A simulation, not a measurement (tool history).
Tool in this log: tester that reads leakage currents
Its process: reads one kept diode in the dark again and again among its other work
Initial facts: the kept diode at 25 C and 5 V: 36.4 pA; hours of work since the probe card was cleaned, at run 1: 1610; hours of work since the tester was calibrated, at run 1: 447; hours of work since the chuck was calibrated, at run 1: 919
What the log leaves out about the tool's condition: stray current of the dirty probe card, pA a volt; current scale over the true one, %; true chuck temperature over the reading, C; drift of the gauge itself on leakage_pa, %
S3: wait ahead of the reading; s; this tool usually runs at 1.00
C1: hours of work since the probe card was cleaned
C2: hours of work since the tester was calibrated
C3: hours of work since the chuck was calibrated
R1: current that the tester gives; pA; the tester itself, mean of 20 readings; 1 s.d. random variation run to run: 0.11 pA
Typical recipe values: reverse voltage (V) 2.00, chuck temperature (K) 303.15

{"run": 1, "day": 0.0, "reverse voltage (V)": 2.0, "chuck temperature (K)": 303.15, "S3": 1.0, "C1": 1610, "C2": 447, "C3": 919, "R1": 33.83}
{"day": 1.075, "done": "chuck's temperature calibrated"}
{"day": 8.508, "done": "probe card cleaned and baked"}
{"run": 2, "day": 8.842, "reverse voltage (V)": 2.0, "chuck temperature (K)": 303.15, "S3": 1.0, "C1": 5, "C2": 573, "C3": 111, "R1": 35.58}
{"run": 3, "day": 15.962, "reverse voltage (V)": 2.0, "chuck temperature (K)": 303.15, "S3": 1.0, "C1": 109, "C2": 677, "C3": 215, "R1": 35.43}
{"run": 4, "day": 20.896, "reverse voltage (V)": 2.0, "chuck temperature (K)": 303.15, "S3": 1.0, "C1": 181, "C2": 749, "C3": 287, "R1": 35.51}
{"run": 5, "day": 31.496, "reverse voltage (V)": 2.0, "chuck temperature (K)": 298.15, "S3": 1.0, "C1": 335, "C2": 904, "C3": 442, "R1": 25.0}
{"run": 6, "day": 39.304, "reverse voltage (V)": 2.0, "chuck temperature (K)": 298.15, "S3": 1.0, "C1": 449, "C2": 1018, "C3": 556, "R1": 25.11}
{"run": 7, "day": 44.462, "reverse voltage (V)": 2.0, "chuck temperature (K)": 298.15, "S3": 1.0, "C1": 525, "C2": 1093, "C3": 631, "R1": 25.05}
{"run": 8, "day": 51.483, "reverse voltage (V)": 2.0, "chuck temperature (K)": 298.15, "S3": 1.0, "C1": 627, "C2": 1195, "C3": 734, "R1": 25.0}
{"run": 9, "day": 62.012, "reverse voltage (V)": 2.0, "chuck temperature (K)": 298.15, "S3": 1.0, "C1": 781, "C2": 1349, "C3": 887, "R1": 24.93}
{"day": 65.788, "done": "chuck's temperature calibrated"}
{"day": 70.15, "done": "probe card cleaned and baked, once more"}
{"run": 10, "day": 70.15, "reverse voltage (V)": 2.0, "chuck temperature (K)": 298.15, "S3": 1.0, "C1": 0, "C2": 1465, "C3": 62, "R1": 23.85}
{"run": 11, "day": 78.025, "reverse voltage (V)": 2.0, "chuck temperature (K)": 332.15, "S3": 1.0, "C1": 115, "C2": 1580, "C3": 177, "R1": 236.68}
{"run": 12, "day": 86.262, "reverse voltage (V)": 2.0, "chuck temperature (K)": 303.15, "S3": 1.0, "C1": 235, "C2": 1700, "C3": 297, "R1": 34.18}
{"run": 13, "day": 91.067, "reverse voltage (V)": 2.0, "chuck temperature (K)": 303.15, "S3": 1.0, "C1": 305, "C2": 1770, "C3": 367, "R1": 34.18}
{"run": 14, "day": 99.879, "reverse voltage (V)": 5.45, "chuck temperature (K)": 300.15, "S3": 0.65, "C1": 434, "C2": 1898, "C3": 496, "R1": 47.35}
{"run": 15, "day": 108.717, "reverse voltage (V)": 2.06, "chuck temperature (K)": 311.15, "S3": 0.65, "C1": 563, "C2": 2027, "C3": 624, "R1": 60.05}
{"run": 16, "day": 115.925, "reverse voltage (V)": 2.06, "chuck temperature (K)": 311.15, "S3": 0.65, "C1": 668, "C2": 2132, "C3": 730, "R1": 60.3}
{"run": 17, "day": 122.533, "reverse voltage (V)": 2.63, "chuck temperature (K)": 303.15, "S3": 2.6, "C1": 764, "C2": 2229, "C3": 826, "R1": 38.32}
{"day": 129.942, "done": "chuck's temperature calibrated"}
{"run": 18, "day": 132.425, "reverse voltage (V)": 2.63, "chuck temperature (K)": 303.15, "S3": 2.6, "C1": 907, "C2": 2372, "C3": 36, "R1": 40.2}
{"run": 19, "day": 137.525, "reverse voltage (V)": 10.05, "chuck temperature (K)": 325.15, "S3": 0.76, "C1": 982, "C2": 2446, "C3": 111, "R1": 351.82}
{"run": 20, "day": 144.508, "reverse voltage (V)": 1.76, "chuck temperature (K)": 303.15, "S3": 0.65, "C1": 1084, "C2": 2548, "C3": 212, "R1": 33.1}
{"run": 21, "day": 151.125, "reverse voltage (V)": 2.0, "chuck temperature (K)": 303.15, "S3": 0.99, "C1": 1180, "C2": 2645, "C3": 309, "R1": 34.85}
{"run": 22, "day": 160.483, "reverse voltage (V)": 4.83, "chuck temperature (K)": 303.15, "S3": 0.36, "C1": 1317, "C2": 2781, "C3": 446, "R1": 58.91}
{"run": 23, "day": 170.967, "reverse voltage (V)": 2.0, "chuck temperature (K)": 305.15, "S3": 1.0, "C1": 1470, "C2": 2934, "C3": 598, "R1": 39.85}
{"run": 24, "day": 175.729, "reverse voltage (V)": 2.0, "chuck temperature (K)": 305.15, "S3": 1.0, "C1": 1539, "C2": 3004, "C3": 668, "R1": 39.85}
{"run": 25, "day": 186.417, "reverse voltage (V)": 2.0, "chuck temperature (K)": 318.15, "S3": 0.68, "C1": 1695, "C2": 3160, "C3": 824, "R1": 95.44}

4 options for the next run, each taken on its own from the tool as it stands now. Forecast them:
{"day": 189.471, "done": "probe card cleaned and baked"}
{"day": 194.15, "done": "chuck's temperature calibrated"}
{"run": "A", "day": 195.646, "reverse voltage (V)": 2.76, "chuck temperature (K)": 326.15, "S3": 1.03, "C1": 89, "C2": 3291, "C3": 22, "R1": "?"}
{"day": 189.471, "done": "probe card cleaned and baked"}
{"day": 194.15, "done": "chuck's temperature calibrated"}
{"run": "B", "day": 195.646, "reverse voltage (V)": 5.66, "chuck temperature (K)": 296.15, "S3": 6.41, "C1": 89, "C2": 3291, "C3": 22, "R1": "?"}
{"day": 189.471, "done": "probe card cleaned and baked"}
{"day": 194.15, "done": "chuck's temperature calibrated"}
{"run": "C", "day": 195.646, "reverse voltage (V)": 4.17, "chuck temperature (K)": 303.15, "S3": 1.0, "C1": 89, "C2": 3291, "C3": 22, "R1": "?"}
{"day": 189.471, "done": "probe card cleaned and baked"}
{"day": 194.15, "done": "chuck's temperature calibrated"}
{"run": "D", "day": 195.646, "reverse voltage (V)": 2.48, "chuck temperature (K)": 306.15, "S3": 0.68, "C1": 89, "C2": 3291, "C3": 22, "R1": "?"}

run=A R1=191.71
run=B R1=33.91
run=C R1=50.08
run=D R1=47.75
Had the tool no hidden state, the same runs would have come out as:
run=A R1=190.24
run=B R1=33.47
run=C R1=49.59
run=D R1=47.35
